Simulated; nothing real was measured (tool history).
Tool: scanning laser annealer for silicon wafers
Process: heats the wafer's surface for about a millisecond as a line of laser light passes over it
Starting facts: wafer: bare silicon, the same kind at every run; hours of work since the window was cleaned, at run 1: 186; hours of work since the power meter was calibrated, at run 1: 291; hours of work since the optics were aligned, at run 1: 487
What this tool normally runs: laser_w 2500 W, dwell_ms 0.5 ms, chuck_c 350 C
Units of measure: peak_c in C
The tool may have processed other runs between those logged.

| run | hour | laser_w | dwell_ms | chuck_c | hours of work since the window was cleaned | hours of work since the power meter was calibrated | hours of work since the optics were aligned | peak_c |
|---|---|---|---|---|---|---|---|---|
| 1 | 0 | 2500 | 0.5 | 350 | 186 | 291 | 487 | 1083 |
| 2 | 16.3 | 2500 | 0.5 | 350 | 199 | 303 | 499 | 1082 |
| 3 | 31.2 | 2500 | 0.5 | 361 | 210 | 315 | 510 | 1094 |
| 4 | 52.3 | 2500 | 0.5 | 361 | 226 | 330 | 526 | 1091 |
| 5 | 71.3 | 2500 | 0.358 | 350 | 240 | 345 | 541 | 950 |
| 6 | 80.1 | 2500 | 0.358 | 350 | 247 | 351 | 547 | 949 |
| 7 | 93.8 | 2500 | 0.5 | 350 | 257 | 362 | 558 | 1082 |
| 8 | 107.3 | 2500 | 0.5 | 350 | 268 | 372 | 568 | 1077 |
| 9 | 123.6 | 2300 | 0.5 | 350 | 280 | 384 | 580 | 1008 |
| 10 | 135.3 | 2300 | 0.5 | 350 | 289 | 393 | 589 | 1009 |
| 11 | 152 | 2300 | 0.5 | 350 | 301 | 406 | 601 | 1007 |
| 12 | 166.1 | 2500 | 0.368 | 350 | 312 | 416 | 612 | 955 |
| 13 | 183.7 | 2500 | 0.5 | 350 | 325 | 430 | 625 | 1073 |
| 14 | 201.5 | 2500 | 0.5 | 350 | 339 | 443 | 639 | 1075 |
| 15 | 216 | 2500 | 0.5 | 350 | 349 | 454 | 650 | 1073 |
| 16 | 232.5 | 2500 | 0.5 | 350 | 362 | 466 | 662 | 1072 |
| 17 | 249.2 | 2500 | 0.5 | 358 | 375 | 479 | 675 | 1082 |
| 18 | 265.1 | 2500 | 0.5 | 350 | 387 | 491 | 687 | 1073 |
| 19 | 286.3 | 2404 | 0.5 | 350 | 403 | 507 | 703 | 1039 |
| 20 | 301.9 | 2404 | 0.5 | 350 | 414 | 519 | 715 | 1037 |
|  | 306.6 | laser's power meter calibrated |
| 21 | 320.1 | 2338 | 0.5 | 350 | 426 | 10 | 726 | 1014 |
| 22 | 333.2 | 2338 | 0.5 | 350 | 436 | 20 | 736 | 1018 |
| 23 | 351.8 | 2500 | 0.615 | 317 | 450 | 34 | 750 | 1127 |
| 24 | 372.3 | 2500 | 0.615 | 317 | 465 | 50 | 765 | 1131 |
| 25 | 381.7 | 2133 | 0.574 | 346 | 472 | 57 | 773 | 989 |
| 26 | 391.7 | 2133 | 0.574 | 346 | 480 | 64 | 780 | 992 |
|  | 395.7 | laser's power meter calibrated, once more |
| 27 | 407.6 | 2133 | 0.574 | 346 | 490 | 9 | 790 | 986 |
| 28 | 422.6 | 2462 | 0.457 | 389 | 501 | 20 | 801 | 1055 |
| 29 | 433.4 | 2265 | 0.461 | 351 | 509 | 28 | 809 | 951 |
| 30 | 446.3 | 2500 | 0.436 | 350 | 519 | 38 | 819 | 1007 |
| 31 | 464.4 | 2500 | 0.436 | 350 | 532 | 52 | 833 | 1008 |
|  | 482.3 | optics aligned, line set to its width |
| 32 | 483.9 | 2500 | 0.557 | 323 | 543 | 63 | 1 | 1093 |
| 33 | 500.1 | 2500 | 0.557 | 323 | 556 | 75 | 13 | 1093 |
| 34 | 509.4 | 2500 | 0.548 | 383 | 563 | 82 | 20 | 1142 |
| 35 | 530.6 | 2150 | 0.42 | 337 | 579 | 98 | 36 | 883 |
| 36 | 543 | 2229 | 0.367 | 363 | 588 | 107 | 46 | 887 |
| 37 | 553.6 | 2275 | 0.603 | 382 | 596 | 115 | 54 | 1103 |
| 38 | 568.2 | 2582 | 0.5 | 350 | 607 | 126 | 65 | 1094 |
| 39 | 579.9 | 2486 | 0.613 | 362 | 616 | 135 | 74 | 1166 |
| 40 | 595.1 | 2193 | 0.509 | 339 | 627 | 147 | 85 | 964 |
| 41 | 614.1 | 2193 | 0.509 | 339 | 642 | 161 | 99 | 960 |

Alternative continuations, all from the tool just after run 41; predict every row:
| A | 623.2 | 2308 | 0.5 | 312 | 649 | 168 | 106 | ? |
| B | 623.2 | 2437 | 0.403 | 339 | 649 | 168 | 106 | ? |
| C | 623.2 | 2361 | 0.436 | 368 | 649 | 168 | 106 | ? |
| D | 623.2 | 2193 | 0.509 | 384 | 649 | 168 | 106 | ? |

| run | peak_c |
|---|---|
| A | 964 |
| B | 956 |
| C | 988 |
| D | 1004 |
Without the tool's hidden state the same runs would have given:
| run | peak_c |
|---|---|
| A | 994 |
| B | 984 |
| C | 1017 |
| D | 1032 |
